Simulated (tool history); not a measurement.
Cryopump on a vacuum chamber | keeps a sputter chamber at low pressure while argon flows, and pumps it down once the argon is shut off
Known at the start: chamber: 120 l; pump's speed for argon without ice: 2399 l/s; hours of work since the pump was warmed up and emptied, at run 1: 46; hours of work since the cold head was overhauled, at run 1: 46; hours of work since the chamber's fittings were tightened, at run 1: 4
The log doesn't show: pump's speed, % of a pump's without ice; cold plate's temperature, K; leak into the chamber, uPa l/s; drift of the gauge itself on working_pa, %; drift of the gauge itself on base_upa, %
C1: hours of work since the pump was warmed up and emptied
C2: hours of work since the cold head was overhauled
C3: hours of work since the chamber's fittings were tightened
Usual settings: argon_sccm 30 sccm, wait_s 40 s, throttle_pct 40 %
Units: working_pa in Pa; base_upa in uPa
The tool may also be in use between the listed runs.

run 1 hour=0.0 | argon_sccm=30 wait_s=40 throttle_pct=40 | C1=46 C2=46 C3=4 | working_pa=0.0531 base_upa=1.69
run 2 hour=10.0 | argon_sccm=30 wait_s=40 throttle_pct=40 | C1=53 C2=53 C3=10 | working_pa=0.0543 base_upa=1.69
run 3 hour=17.3 | argon_sccm=30 wait_s=40 throttle_pct=40 | C1=58 C2=58 C3=15 | working_pa=0.0539 base_upa=1.73
run 4 hour=25.8 | argon_sccm=30 wait_s=40 throttle_pct=40 | C1=63 C2=63 C3=20 | working_pa=0.0531 base_upa=1.73
run 5 hour=39.8 | argon_sccm=30 wait_s=32 throttle_pct=40 | C1=72 C2=72 C3=30 | working_pa=0.0532 base_upa=2.12
run 6 hour=51.5 | argon_sccm=30 wait_s=32 throttle_pct=40 | C1=80 C2=80 C3=37 | working_pa=0.0539 base_upa=2.08
run 7 hour=59.8 | argon_sccm=30 wait_s=32 throttle_pct=40 | C1=85 C2=85 C3=43 | working_pa=0.0550 base_upa=2.13
run 8 hour=72.1 | argon_sccm=30 wait_s=32 throttle_pct=40 | C1=93 C2=93 C3=51 | working_pa=0.0545 base_upa=2.09
run 9 hour=79.1 | argon_sccm=30 wait_s=40 throttle_pct=40 | C1=98 C2=98 C3=55 | working_pa=0.0542 base_upa=1.65
run 10 hour=86.0 | argon_sccm=30 wait_s=40 throttle_pct=20 | C1=102 C2=102 C3=60 | working_pa=0.1069 base_upa=1.71
run 11 hour=96.8 | argon_sccm=30 wait_s=40 throttle_pct=40 | C1=109 C2=109 C3=67 | working_pa=0.0541 base_upa=1.70
run 12 hour=107.4 | argon_sccm=30 wait_s=40 throttle_pct=40 | C1=116 C2=116 C3=74 | working_pa=0.0548 base_upa=1.73
run 13 hour=118.6 | argon_sccm=30 wait_s=40 throttle_pct=40 | C1=124 C2=124 C3=81 | working_pa=0.0539 base_upa=1.74
run 14 hour=130.3 | argon_sccm=30 wait_s=234 throttle_pct=40 | C1=131 C2=131 C3=89 | working_pa=0.0553 base_upa=0.50
run 15 hour=139.8 | argon_sccm=20 wait_s=75 throttle_pct=40 | C1=138 C2=138 C3=95 | working_pa=0.0367 base_upa=1.07
run 16 hour=148.7 | argon_sccm=14 wait_s=255 throttle_pct=40 | C1=143 C2=143 C3=101 | working_pa=0.0254 base_upa=0.43
run 17 hour=159.3 | argon_sccm=14 wait_s=255 throttle_pct=40 | C1=150 C2=150 C3=108 | working_pa=0.0262 base_upa=0.44
run 18 hour=171.4 | argon_sccm=29 wait_s=40 throttle_pct=43 | C1=158 C2=158 C3=116 | working_pa=0.0502 base_upa=1.71
run 19 hour=184.1 | argon_sccm=24 wait_s=40 throttle_pct=31 | C1=166 C2=166 C3=124 | working_pa=0.0569 base_upa=1.77
run 20 hour=194.8 | argon_sccm=30 wait_s=40 throttle_pct=20 | C1=173 C2=173 C3=131 | working_pa=0.1073 base_upa=1.75
run 21 hour=208.0 | argon_sccm=30 wait_s=40 throttle_pct=20 | C1=182 C2=182 C3=139 | working_pa=0.1085 base_upa=1.74
run 22 hour=214.9 | argon_sccm=30 wait_s=40 throttle_pct=20 | C1=187 C2=187 C3=144 | working_pa=0.1081 base_upa=1.77
run 23 hour=223.0 | argon_sccm=20 wait_s=54 throttle_pct=31 | C1=192 C2=192 C3=149 | working_pa=0.0474 base_upa=1.34
run 24 hour=237.8 | argon_sccm=20 wait_s=54 throttle_pct=31 | C1=201 C2=201 C3=159 | working_pa=0.0471 base_upa=1.41
run 25 hour=252.8 | argon_sccm=20 wait_s=53 throttle_pct=38 | C1=211 C2=211 C3=169 | working_pa=0.0387 base_upa=1.47

Forecast each of these 3 alternatives for the next run:
run A hour=264.1 | argon_sccm=30 wait_s=147 throttle_pct=30 | C1=219 C2=219 C3=176 | working_pa=? base_upa=?
run B hour=264.1 | argon_sccm=28 wait_s=40 throttle_pct=40 | C1=219 C2=219 C3=176 | working_pa=? base_upa=?
run C hour=264.1 | argon_sccm=20 wait_s=67 throttle_pct=58 | C1=219 C2=219 C3=176 | working_pa=? base_upa=?

run=A working_pa=0.0746 base_upa=0.63
run=B working_pa=0.0519 base_upa=1.73
run=C working_pa=0.0262 base_upa=1.17
Without the tool's hidden state the same runs would have given:
run=A working_pa=0.0715 base_upa=0.49
run=B working_pa=0.0489 base_upa=1.59
run=C working_pa=0.0241 base_upa=1.03
